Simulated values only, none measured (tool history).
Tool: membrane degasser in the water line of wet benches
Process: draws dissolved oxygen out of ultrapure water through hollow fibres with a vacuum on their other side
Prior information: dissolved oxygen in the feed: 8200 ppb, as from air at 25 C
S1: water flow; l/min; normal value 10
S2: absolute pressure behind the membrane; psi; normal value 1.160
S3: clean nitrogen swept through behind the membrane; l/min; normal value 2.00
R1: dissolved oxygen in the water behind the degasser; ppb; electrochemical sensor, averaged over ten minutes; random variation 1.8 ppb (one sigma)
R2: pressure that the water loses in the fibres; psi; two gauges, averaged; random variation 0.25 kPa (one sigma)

run,hour,S1,S2,S3,R1,R2
1,0.0,10,1.160,2.00,228.2,10.438
2,184.7,10,1.160,2.00,226.6,10.444
3,430.1,10,1.160,2.00,233.0,10.440
4,590.5,10,1.160,2.00,233.1,10.502
5,728.9,10,1.160,2.00,233.6,10.491
6,956.0,10,1.160,2.00,237.0,10.540
7,1096.2,10,1.160,2.00,233.2,10.525
8,1208.4,10,1.160,3.59,213.7,10.553
9,1360.6,10,1.160,2.46,225.1,10.563
10,1565.3,10,1.893,2.46,277.5,10.691
11,1705.2,10,1.893,2.46,282.4,10.598
# hour 1901.0: seals of the vacuum lines changed
12,1934.6,10,0.735,2.46,203.9,10.694
13,2053.4,10,0.735,2.46,207.7,10.672
14,2183.0,10,1.136,5.90,208.6,10.750
15,2329.4,6,1.713,5.90,120.5,6.412
16,2574.1,8,2.139,2.53,237.9,8.660
17,2785.8,14,1.965,1.96,446.2,15.113
18,3023.2,14,1.965,1.96,451.6,15.171
19,3212.5,10,0.915,2.00,232.5,10.892
20,3328.9,13,1.011,4.96,284.5,14.086
# hour 3352.9: membrane cartridge changed
21,3437.5,12,1.160,2.49,208.4,11.583
22,3683.2,9,1.633,2.49,179.1,8.657
23,3879.5,9,1.633,2.49,183.6,8.685
24,4109.4,6,1.160,1.12,129.2,5.807
25,4241.7,11,2.651,2.00,343.4,10.660
26,4417.7,11,2.651,2.00,349.4,10.744

Subtracting, for every run, the result it would have given without the tool's unlogged condition from the measured result gives the following. The same run-to-run variation enters both numbers; the gauge's scatter may not:
Hidden conditions of the tool in this case: membrane still open, %; true pressure behind the membrane over the reading, kPa; air that leaks in behind the membrane, l/min; drift of the gauge itself on oxygen_ppb, %; drift of the gauge itself on loss_of_pressure_kpa, %.
run,R1,R2
1,+48.5,+0.798
2,+49.7,+0.825
3,+53.0,+0.854
4,+54.3,+0.877
5,+55.5,+0.892
6,+57.9,+0.924
7,+58.0,+0.940
8,+59.0,+0.957
9,+60.0,+0.976
10,+63.9,+1.012
11,+65.9,+1.021
12,+64.1,+1.056
13,+66.2,+1.066
14,+66.1,+1.088
15,+39.7,+0.660
16,+57.1,+0.915
17,+94.4,+1.632
18,+98.2,+1.681
19,+76.2,+1.230
20,+94.4,+1.607
21,+4.5,+0.010
22,+5.8,+0.030
23,+7.3,+0.051
24,+9.3,+0.049
25,+14.3,+0.107
26,+16.1,+0.129

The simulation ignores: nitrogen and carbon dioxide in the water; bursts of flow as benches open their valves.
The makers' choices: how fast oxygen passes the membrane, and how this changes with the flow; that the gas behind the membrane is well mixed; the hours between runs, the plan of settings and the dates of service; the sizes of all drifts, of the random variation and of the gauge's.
